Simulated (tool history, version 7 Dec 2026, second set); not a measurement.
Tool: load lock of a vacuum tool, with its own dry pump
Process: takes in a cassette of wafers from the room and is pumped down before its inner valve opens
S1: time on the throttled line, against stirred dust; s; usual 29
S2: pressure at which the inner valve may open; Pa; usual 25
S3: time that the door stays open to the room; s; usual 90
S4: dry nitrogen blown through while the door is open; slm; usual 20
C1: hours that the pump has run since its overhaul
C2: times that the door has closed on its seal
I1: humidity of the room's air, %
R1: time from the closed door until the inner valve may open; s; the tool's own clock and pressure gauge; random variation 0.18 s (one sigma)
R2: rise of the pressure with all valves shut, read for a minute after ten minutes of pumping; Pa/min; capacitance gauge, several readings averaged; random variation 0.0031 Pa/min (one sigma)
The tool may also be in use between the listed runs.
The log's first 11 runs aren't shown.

{"run": 12, "hour": 2092.2, "S1": 45, "S2": 40, "S3": 90, "S4": 20, "C1": 7871, "C2": 52373, "I1": 42.7, "R1": 54.3, "R2": 0.253}
{"run": 13, "hour": 2330.3, "S1": 45, "S2": 40, "S3": 29, "S4": 20, "C1": 8109, "C2": 53435, "I1": 42.7, "R1": 54.8, "R2": 0.229}
{"run": 14, "hour": 2516.1, "S1": 29, "S2": 25, "S3": 64, "S4": 20, "C1": 8295, "C2": 54263, "I1": 44.3, "R1": 41.9, "R2": 0.261}
{"run": 15, "hour": 2758.6, "S1": 29, "S2": 25, "S3": 104, "S4": 20, "C1": 8537, "C2": 55345, "I1": 44.1, "R1": 42.2, "R2": 0.298}
{"run": 16, "hour": 2875.5, "S1": 29, "S2": 25, "S3": 104, "S4": 20, "C1": 8654, "C2": 55866, "I1": 45.2, "R1": 42.6, "R2": 0.298}
{"run": 17, "hour": 2999.4, "S1": 29, "S2": 25, "S3": 104, "S4": 7, "C1": 8778, "C2": 56419, "I1": 49.8, "R1": 42.4, "R2": 0.327}
{"run": 18, "hour": 3143.8, "S1": 29, "S2": 25, "S3": 90, "S4": 13, "C1": 8922, "C2": 57063, "I1": 45.5, "R1": 42.4, "R2": 0.308}
{"run": 19, "hour": 3387.5, "S1": 20, "S2": 18, "S3": 46, "S4": 13, "C1": 9166, "C2": 58149, "I1": 45.9, "R1": 35.4, "R2": 0.282}
{"hour": 3517.7, "done": "door's seal changed, seat wiped"}
{"run": 20, "hour": 3586.3, "S1": 21, "S2": 18, "S3": 46, "S4": 6, "C1": 9363, "C2": 306, "I1": 45.9, "R1": 36.8, "R2": 0.062}
{"run": 21, "hour": 3816.6, "S1": 36, "S2": 19, "S3": 232, "S4": 21, "C1": 9594, "C2": 1333, "I1": 49.6, "R1": 49.1, "R2": 0.154}
{"run": 22, "hour": 4020.7, "S1": 29, "S2": 25, "S3": 76, "S4": 27, "C1": 9798, "C2": 2244, "I1": 47.5, "R1": 42.6, "R2": 0.064}
{"run": 23, "hour": 4246.5, "S1": 29, "S2": 39, "S3": 76, "S4": 19, "C1": 10024, "C2": 3251, "I1": 43.5, "R1": 41.9, "R2": 0.075}
{"run": 24, "hour": 4358.0, "S1": 16, "S2": 48, "S3": 109, "S4": 4, "C1": 10135, "C2": 3748, "I1": 45.5, "R1": 30.5, "R2": 0.126}

Forecast run 25:
{"run": 25, "hour": 4584.0, "S1": 34, "S2": 42, "S3": 90, "S4": 12, "C1": 10361, "C2": 4756, "I1": 40.7, "R1": "?", "R2": "?"}

{"run 25": {"R1": 45.8, "R2": 0.087}}
Without the tool's hidden state the same run would have given R1 43.5 s, R2 0.084 Pa/min.
